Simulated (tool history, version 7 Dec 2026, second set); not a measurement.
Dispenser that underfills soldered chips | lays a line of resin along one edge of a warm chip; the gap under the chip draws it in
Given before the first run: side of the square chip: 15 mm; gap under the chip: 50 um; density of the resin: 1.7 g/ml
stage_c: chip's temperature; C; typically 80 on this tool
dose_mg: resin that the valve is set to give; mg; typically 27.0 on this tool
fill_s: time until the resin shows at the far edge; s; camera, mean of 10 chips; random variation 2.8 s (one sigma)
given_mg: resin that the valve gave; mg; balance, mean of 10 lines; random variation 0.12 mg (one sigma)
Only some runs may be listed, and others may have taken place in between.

run 1 hour=0.0 | stage_c=80 dose_mg=27.0 | fill_s=280.6 given_mg=25.62
run 2 hour=10.2 | stage_c=91 dose_mg=27.0 | fill_s=251.0 given_mg=25.65
-- hour=12.6 new syringe of resin
run 3 hour=23.9 | stage_c=80 dose_mg=24.6 | fill_s=381.6 given_mg=23.19
-- hour=25.3 new syringe of resin
run 4 hour=31.7 | stage_c=80 dose_mg=27.0 | fill_s=317.2 given_mg=25.23
-- hour=38.7 new syringe of resin
run 5 hour=41.3 | stage_c=80 dose_mg=27.0 | fill_s=295.3 given_mg=25.34
run 6 hour=48.8 | stage_c=80 dose_mg=27.0 | fill_s=352.0 given_mg=25.09
-- hour=51.9 new syringe of resin
run 7 hour=61.6 | stage_c=80 dose_mg=27.0 | fill_s=352.8 given_mg=25.24
-- hour=65.5 new syringe of resin
run 8 hour=72.2 | stage_c=80 dose_mg=27.0 | fill_s=326.0 given_mg=24.88
-- hour=78.5 new syringe of resin
run 9 hour=78.5 | stage_c=80 dose_mg=27.0 | fill_s=279.0 given_mg=24.87
run 10 hour=90.3 | stage_c=76 dose_mg=27.0 | fill_s=419.1 given_mg=24.62
-- hour=91.8 new syringe of resin
run 11 hour=99.0 | stage_c=76 dose_mg=27.0 | fill_s=374.3 given_mg=24.78
-- hour=105.2 new syringe of resin
-- hour=106.2 dispensing valve cleaned and set on the balance
run 12 hour=109.4 | stage_c=79 dose_mg=28.0 | fill_s=303.5 given_mg=28.00
run 13 hour=115.4 | stage_c=80 dose_mg=27.6 | fill_s=326.0 given_mg=27.64
-- hour=119.6 new syringe of resin
run 14 hour=129.7 | stage_c=80 dose_mg=27.6 | fill_s=343.3 given_mg=27.35
-- hour=132.3 new syringe of resin
run 15 hour=141.3 | stage_c=69 dose_mg=34.5 | fill_s=478.7 given_mg=34.14
-- hour=145.6 new syringe of resin
run 16 hour=148.1 | stage_c=90 dose_mg=25.4 | fill_s=213.2 given_mg=25.00
run 17 hour=155.5 | stage_c=93 dose_mg=25.3 | fill_s=233.2 given_mg=24.88
-- hour=158.4 new syringe of resin
run 18 hour=168.3 | stage_c=65 dose_mg=25.9 | fill_s=587.7 given_mg=25.48
-- hour=171.4 new syringe of resin
run 19 hour=178.7 | stage_c=70 dose_mg=31.1 | fill_s=438.6 given_mg=30.26

Results for each run, recomputed without the tool's hidden state and with each run's random variation untouched:
Hidden state present: resin's viscosity, % of fresh resin's; dose that the valve gives, % of what is set; true chip temperature over the reading, C; drift of the gauge itself on fill_s, %; drift of the gauge itself on given_mg, %.
run=1 fill_s=276.3 given_mg=26.94
run=2 fill_s=195.0 given_mg=27.10
run=3 fill_s=282.3 given_mg=24.64
run=4 fill_s=276.0 given_mg=26.88
run=5 fill_s=277.9 given_mg=27.11
run=6 fill_s=278.4 given_mg=26.92
run=7 fill_s=275.3 given_mg=27.21
run=8 fill_s=275.5 given_mg=26.97
run=9 fill_s=275.5 given_mg=27.01
run=10 fill_s=314.3 given_mg=26.88
run=11 fill_s=313.1 given_mg=27.16
run=12 fill_s=286.7 given_mg=27.98
run=13 fill_s=268.6 given_mg=27.68
run=14 fill_s=278.0 given_mg=27.53
run=15 fill_s=392.5 given_mg=34.51
run=16 fill_s=202.5 given_mg=25.34
run=17 fill_s=186.5 given_mg=25.28
run=18 fill_s=474.0 given_mg=26.02
run=19 fill_s=381.9 given_mg=31.03
